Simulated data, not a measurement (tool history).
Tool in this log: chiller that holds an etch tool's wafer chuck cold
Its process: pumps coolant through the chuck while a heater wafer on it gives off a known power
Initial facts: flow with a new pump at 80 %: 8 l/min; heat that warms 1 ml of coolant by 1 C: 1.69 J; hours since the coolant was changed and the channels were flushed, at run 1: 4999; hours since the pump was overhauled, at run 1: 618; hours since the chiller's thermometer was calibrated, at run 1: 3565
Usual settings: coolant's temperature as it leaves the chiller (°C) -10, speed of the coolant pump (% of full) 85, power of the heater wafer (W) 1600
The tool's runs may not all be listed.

run	hour	coolant's temperature as it leaves the chiller (°C)	speed of the coolant pump (% of full)	power of the heater wafer (W)	hours since the coolant was changed and the channels were flushed	hours since the pump was overhauled	hours since the chiller's thermometer was calibrated	chuck's temperature once it has settled (°C)	how much warmer the coolant comes back (C)
1	0.0	-10	85	1600	4999	618	3565	6.3	6.75
2	34.6	-10	85	1600	5034	653	3600	6.2	6.69
3	61.4	-10	85	1600	5061	680	3627	6.3	6.80
4	103.4	-10	85	1600	5103	722	3669	6.2	6.77
5	121.3	-10	85	1600	5121	740	3687	6.3	6.74
6	141.9	-10	85	1600	5141	760	3707	6.2	6.77
7	173.8	-10	85	1600	5173	792	3739	6.3	6.76
8	197.2	-10	85	2356	5197	815	3763	13.8	9.95
9	222.3	-10	85	1096	5222	841	3788	1.4	4.66
# hour 235.4: chiller's thermometer calibrated
10	256.9	-10	85	1096	5255	874	21	0.7	4.63
11	289.3	-19	85	1096	5288	907	54	-8.3	4.63
12	315.9	-19	85	1096	5314	933	80	-8.3	4.57
13	344.8	-10	85	1600	5343	962	109	6.0	6.80
14	373.8	-10	85	1600	5372	991	138	5.8	6.81
15	409.4	-10	85	1600	5408	1027	174	5.8	6.85
16	445.1	-10	85	1600	5443	1062	210	5.8	6.75
17	484.1	-10	96	1951	5482	1101	249	7.9	7.38
# hour 491.5: coolant pump overhauled
18	531.0	-10	96	1951	5524	39	291	8.0	7.37
19	555.1	-12	85	1156	5548	64	315	-0.6	4.89
20	581.6	-16	85	1600	5575	90	341	-0.1	6.80
21	610.1	-16	85	1600	5603	119	370	-0.1	6.78
22	638.9	-18	99	1883	5632	147	398	-1.1	6.85
# hour 648.2: coolant pump overhauled, once more
23	673.9	-14	85	1757	5662	26	429	3.5	7.52
24	696.1	-14	85	1109	5684	48	451	-3.1	4.62
25	717.7	-8	60	911	5706	70	472	3.5	5.50
26	758.9	-14	91	911	5747	111	513	-5.3	3.57
27	790.9	-11	72	1532	5779	143	545	6.0	7.67
28	828.4	-8	82	1740	5817	180	583	9.9	7.67
29	853.3	-8	82	1740	5842	205	608	9.8	7.68
30	880.9	-1	85	1600	5869	233	636	15.0	6.82
31	904.0	-17	61	2324	5892	256	659	11.9	13.77

Here are 4 independent what-if runs from the current tool condition. What would each one return?
A	926.5	-17	63	2324	5915	278	681	?	?
B	926.5	-10	85	900	5915	278	681	?	?
C	926.5	-10	88	1413	5915	278	681	?	?
D	926.5	-15	97	884	5915	278	681	?	?

run	chuck's temperature once it has settled (°C)	how much warmer the coolant comes back (C)
A	11.2	13.39
B	-1.0	3.88
C	3.8	5.82
D	-6.8	3.33
With the hidden condition removed and each run's random variation left untouched, the same runs would have given:
run	chuck's temperature once it has settled (°C)	how much warmer the coolant comes back (C)
A	9.1	13.19
B	-1.7	3.82
C	2.7	5.73
D	-7.5	3.28
